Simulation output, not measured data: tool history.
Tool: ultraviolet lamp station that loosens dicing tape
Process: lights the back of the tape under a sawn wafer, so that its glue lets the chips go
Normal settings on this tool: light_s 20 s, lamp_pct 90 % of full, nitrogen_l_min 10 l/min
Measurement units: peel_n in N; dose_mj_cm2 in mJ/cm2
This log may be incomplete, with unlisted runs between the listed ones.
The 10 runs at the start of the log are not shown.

{"run": 11, "hour": 449.1, "light_s": 20, "lamp_pct": 90, "nitrogen_l_min": 10, "peel_n": 0.559, "dose_mj_cm2": 300}
{"run": 12, "hour": 490.9, "light_s": 20, "lamp_pct": 90, "nitrogen_l_min": 10, "peel_n": 0.566, "dose_mj_cm2": 296}
{"run": 13, "hour": 516.9, "light_s": 20, "lamp_pct": 90, "nitrogen_l_min": 10, "peel_n": 0.557, "dose_mj_cm2": 294}
{"run": 14, "hour": 549.6, "light_s": 20, "lamp_pct": 90, "nitrogen_l_min": 10, "peel_n": 0.576, "dose_mj_cm2": 291}
{"run": 15, "hour": 575.8, "light_s": 20, "lamp_pct": 90, "nitrogen_l_min": 11, "peel_n": 0.521, "dose_mj_cm2": 294}
{"run": 16, "hour": 607.2, "light_s": 20, "lamp_pct": 90, "nitrogen_l_min": 11, "peel_n": 0.574, "dose_mj_cm2": 288}
{"hour": 643.2, "done": "window cleaned of glue's vapour, once more"}
{"run": 17, "hour": 653.9, "light_s": 20, "lamp_pct": 90, "nitrogen_l_min": 11, "peel_n": 0.331, "dose_mj_cm2": 408}
{"run": 18, "hour": 702.9, "light_s": 20, "lamp_pct": 90, "nitrogen_l_min": 11, "peel_n": 0.332, "dose_mj_cm2": 403}
{"run": 19, "hour": 735.3, "light_s": 13, "lamp_pct": 90, "nitrogen_l_min": 10, "peel_n": 0.715, "dose_mj_cm2": 258}
{"run": 20, "hour": 767.0, "light_s": 13, "lamp_pct": 90, "nitrogen_l_min": 10, "peel_n": 0.726, "dose_mj_cm2": 262}
{"run": 21, "hour": 808.7, "light_s": 20, "lamp_pct": 90, "nitrogen_l_min": 3, "peel_n": 0.835, "dose_mj_cm2": 394}
{"run": 22, "hour": 861.2, "light_s": 21, "lamp_pct": 60, "nitrogen_l_min": 10, "peel_n": 0.683, "dose_mj_cm2": 272}
{"run": 23, "hour": 895.7, "light_s": 18, "lamp_pct": 86, "nitrogen_l_min": 5, "peel_n": 0.808, "dose_mj_cm2": 334}
{"run": 24, "hour": 942.4, "light_s": 18, "lamp_pct": 86, "nitrogen_l_min": 5, "peel_n": 0.815, "dose_mj_cm2": 325}
{"run": 25, "hour": 988.5, "light_s": 20, "lamp_pct": 80, "nitrogen_l_min": 10, "peel_n": 0.462, "dose_mj_cm2": 333}
{"run": 26, "hour": 1013.6, "light_s": 21, "lamp_pct": 65, "nitrogen_l_min": 10, "peel_n": 0.613, "dose_mj_cm2": 282}
{"run": 27, "hour": 1047.3, "light_s": 21, "lamp_pct": 65, "nitrogen_l_min": 10, "peel_n": 0.624, "dose_mj_cm2": 278}
{"run": 28, "hour": 1099.0, "light_s": 37, "lamp_pct": 71, "nitrogen_l_min": 10, "peel_n": 0.253, "dose_mj_cm2": 535}
{"run": 29, "hour": 1140.9, "light_s": 35, "lamp_pct": 67, "nitrogen_l_min": 13, "peel_n": 0.245, "dose_mj_cm2": 467}
{"run": 30, "hour": 1193.1, "light_s": 39, "lamp_pct": 77, "nitrogen_l_min": 4, "peel_n": 0.346, "dose_mj_cm2": 597}
{"run": 31, "hour": 1249.9, "light_s": 36, "lamp_pct": 65, "nitrogen_l_min": 5, "peel_n": 0.442, "dose_mj_cm2": 462}
{"run": 32, "hour": 1290.9, "light_s": 20, "lamp_pct": 90, "nitrogen_l_min": 5, "peel_n": 0.714, "dose_mj_cm2": 345}
{"run": 33, "hour": 1335.1, "light_s": 28, "lamp_pct": 65, "nitrogen_l_min": 10, "peel_n": 0.454, "dose_mj_cm2": 349}
{"run": 34, "hour": 1383.2, "light_s": 28, "lamp_pct": 65, "nitrogen_l_min": 10, "peel_n": 0.468, "dose_mj_cm2": 345}
{"run": 35, "hour": 1428.9, "light_s": 20, "lamp_pct": 93, "nitrogen_l_min": 4, "peel_n": 0.852, "dose_mj_cm2": 352}

Run 36 is up next; what results do you expect?
{"run": 36, "hour": 1457.2, "light_s": 34, "lamp_pct": 84, "nitrogen_l_min": 16, "peel_n": "?", "dose_mj_cm2": "?"}

peel_n: 0.214 N
dose_mj_cm2: 533 mJ/cm2
If the tool had no hidden condition, the same run with the same run-to-run variation would have returned peel_n 0.194 N, dose_mj_cm2 769 mJ/cm2.

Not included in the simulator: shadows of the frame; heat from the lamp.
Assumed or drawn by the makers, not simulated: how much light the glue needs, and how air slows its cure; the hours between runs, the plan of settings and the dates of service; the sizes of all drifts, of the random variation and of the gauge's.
